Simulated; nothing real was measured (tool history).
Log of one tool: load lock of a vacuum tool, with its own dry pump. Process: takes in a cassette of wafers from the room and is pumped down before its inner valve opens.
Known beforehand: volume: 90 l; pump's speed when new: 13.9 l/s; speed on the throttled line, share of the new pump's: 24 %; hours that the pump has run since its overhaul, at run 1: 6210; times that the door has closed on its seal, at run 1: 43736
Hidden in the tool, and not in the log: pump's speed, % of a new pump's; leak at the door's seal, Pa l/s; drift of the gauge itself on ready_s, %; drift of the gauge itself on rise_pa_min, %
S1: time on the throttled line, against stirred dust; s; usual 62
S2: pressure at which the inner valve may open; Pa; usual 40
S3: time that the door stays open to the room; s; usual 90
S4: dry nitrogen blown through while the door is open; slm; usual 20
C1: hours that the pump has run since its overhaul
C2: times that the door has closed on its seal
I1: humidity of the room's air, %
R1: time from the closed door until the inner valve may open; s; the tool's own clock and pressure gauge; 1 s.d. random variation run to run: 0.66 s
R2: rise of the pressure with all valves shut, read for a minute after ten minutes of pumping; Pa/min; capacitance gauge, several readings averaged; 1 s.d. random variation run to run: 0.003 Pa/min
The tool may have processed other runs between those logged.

run,day,S1,S2,S3,S4,C1,C2,I1,R1,R2
1,0,62,40,90,20,6210,43736,50.2,99.4,0.482
2,7.592,62,40,90,20,6392,44165,43.5,100.1,0.467
3,13.867,62,40,90,20,6543,44520,44.6,102,0.487
4,20.079,49,40,90,20,6692,44872,44.4,91.4,0.485
5,23.7,49,40,90,20,6779,45077,46.3,90.8,0.484
6,30.458,49,40,90,20,6941,45459,45.4,91.9,0.496
7,36.875,118,40,90,20,7095,45823,46.6,141.2,0.51
8,43.204,62,40,93,20,7247,46181,44,100.2,0.502
9,46.771,62,40,93,20,7332,46383,46.2,101,0.508
10,52.742,62,40,93,20,7476,46721,44.9,101.9,0.518
11,59.7,62,40,93,20,7643,47114,43.6,99.6,0.526
12,67.171,62,40,90,20,7822,47537,42.6,101,0.529
13,72.7,62,40,90,20,7955,47850,46,101.4,0.539
14,76.625,62,40,90,20,8049,48072,46.1,101.6,0.546
# day 80.462: door's seal changed, seat wiped
15,82.262,62,40,90,20,8183,102,45.5,100.4,0.028
16,89.012,62,40,90,20,8345,484,43.3,100.1,0.027
17,95.796,62,40,90,20,8507,868,45.6,101.3,0.027
18,99.375,62,40,90,20,8593,1070,43.7,101.6,0.029
19,103.608,62,40,90,20,8695,1310,42.8,101,0.03
20,107.475,62,40,90,20,8788,1529,48.3,101.3,0.036
21,112.971,62,77,40,20,8920,1840,44.9,95.5,0.024
22,117.621,62,77,40,20,9031,2103,45.4,97.5,0.025
23,121.571,62,42,90,36,9126,2326,43.7,100.9,0.024
24,127.625,62,42,145,9,9271,2669,45.6,101.4,0.05
25,131.675,62,42,40,14,9369,2898,45.5,100.9,0.031
26,139.467,62,40,90,16,9556,3339,47.4,101.5,0.042
27,144.6,62,40,90,16,9679,3630,41.2,101.9,0.034
28,150.108,62,40,86,27,9811,3942,45.7,101.6,0.037
29,154.221,47,32,97,12,9910,4175,44.4,92.6,0.047
30,161.192,47,32,97,12,10077,4569,46.7,91.7,0.046
31,166.388,47,32,97,12,10202,4863,44.8,92.3,0.052
32,174.712,47,32,48,9,10401,5334,46.5,92.6,0.049
33,182.679,62,40,39,12,10593,5785,45.6,102.1,0.046
34,188.667,37,40,58,20,10736,6124,47,84.1,0.048
35,192.433,100,29,58,25,10827,6337,46.7,132.9,0.048
36,200.254,100,29,58,25,11015,6780,40.1,133.6,0.048
37,206.542,100,29,58,25,11165,7136,45.8,132.7,0.055

The logged runs with the hidden state left out (each run's random variation unchanged):
run,R1,R2
1,97.1,0.035
2,97.8,0.021
3,99.6,0.032
4,88.9,0.027
5,88.2,0.024
6,89.3,0.029
7,139.6,0.03
8,97.6,0.022
9,98.3,0.02
10,99.2,0.028
11,96.9,0.027
12,98.2,0.026
13,98.5,0.03
14,98.6,0.031
15,97.5,0.027
16,97.1,0.025
17,98.2,0.024
18,98.5,0.025
19,97.8,0.025
20,98.1,0.031
21,92.7,0.018
22,94.6,0.018
23,97.7,0.016
24,98.2,0.041
25,97.7,0.021
26,98,0.029
27,98.3,0.021
28,98,0.022
29,88.5,0.031
30,87.6,0.028
31,88.1,0.033
32,88.4,0.028
33,98.2,0.023
34,79.6,0.023
35,129.7,0.023
36,130.3,0.02
37,129.4,0.025
